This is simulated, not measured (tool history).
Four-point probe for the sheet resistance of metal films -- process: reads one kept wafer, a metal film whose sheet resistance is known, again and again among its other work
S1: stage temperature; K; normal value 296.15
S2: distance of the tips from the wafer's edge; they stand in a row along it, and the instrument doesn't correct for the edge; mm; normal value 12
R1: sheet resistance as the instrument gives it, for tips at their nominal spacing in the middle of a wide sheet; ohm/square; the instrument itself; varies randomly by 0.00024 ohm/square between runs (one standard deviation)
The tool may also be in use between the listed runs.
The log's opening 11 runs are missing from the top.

| run | hour | S1 | S2 | R1 |
|---|---|---|---|---|
| 12 | 1211.6 | 296.15 | 36 | 1.216686 |
| 13 | 1298.5 | 296.15 | 36 | 1.216808 |
|  | 1397.8 | stage's thermometer calibrated |
| 14 | 1424.6 | 296.15 | 36 | 1.218014 |
| 15 | 1545.5 | 296.15 | 36 | 1.217701 |
| 16 | 1634.7 | 296.15 | 36 | 1.217146 |
| 17 | 1775.2 | 296.15 | 36 | 1.217201 |
| 18 | 1866 | 296.15 | 4 | 1.226888 |
| 19 | 1960 | 296.15 | 12 | 1.217474 |
|  | 1997 | new probe head fitted |
| 20 | 2088.3 | 297.15 | 25 | 1.216855 |
| 21 | 2212 | 299.15 | 4 | 1.225396 |
| 22 | 2344.9 | 299.15 | 4 | 1.225155 |
| 23 | 2429.2 | 306.15 | 21 | 1.209623 |
| 24 | 2514.5 | 294.15 | 51 | 1.218799 |
| 25 | 2652.9 | 298.15 | 12 | 1.216518 |
| 26 | 2779.2 | 292.15 | 12 | 1.220616 |
| 27 | 2911.9 | 292.15 | 12 | 1.220543 |
| 28 | 2972.6 | 306.15 | 8 | 1.211497 |
| 29 | 3033.9 | 306.15 | 8 | 1.211557 |
| 30 | 3161.9 | 292.15 | 6 | 1.223305 |
| 31 | 3264.8 | 307.15 | 25 | 1.208072 |
| 32 | 3392.9 | 303.15 | 16 | 1.211295 |
| 33 | 3467.3 | 303.15 | 16 | 1.211055 |
| 34 | 3526.7 | 301.15 | 9 | 1.213879 |
| 35 | 3623.5 | 294.15 | 9 | 1.218879 |
| 36 | 3741 | 301.15 | 9 | 1.213677 |

What if the next run were any one of these 5? Each begins from the tool's condition after run 36:
| A | 3812.6 | 303.15 | 36 | ? |
| B | 3812.6 | 293.15 | 16 | ? |
| C | 3812.6 | 292.15 | 3 | ? |
| D | 3812.6 | 300.15 | 9 | ? |
| E | 3812.6 | 295.15 | 64 | ? |

| run | R1 |
|---|---|
| A | 1.210501 |
| B | 1.217628 |
| C | 1.236254 |
| D | 1.214317 |
| E | 1.21555 |
Take away the tool's hidden state, keep each run's random variation, and the runs would have read:
| run | R1 |
|---|---|
| A | 1.213576 |
| B | 1.220748 |
| C | 1.239422 |
| D | 1.217409 |
| E | 1.21866 |
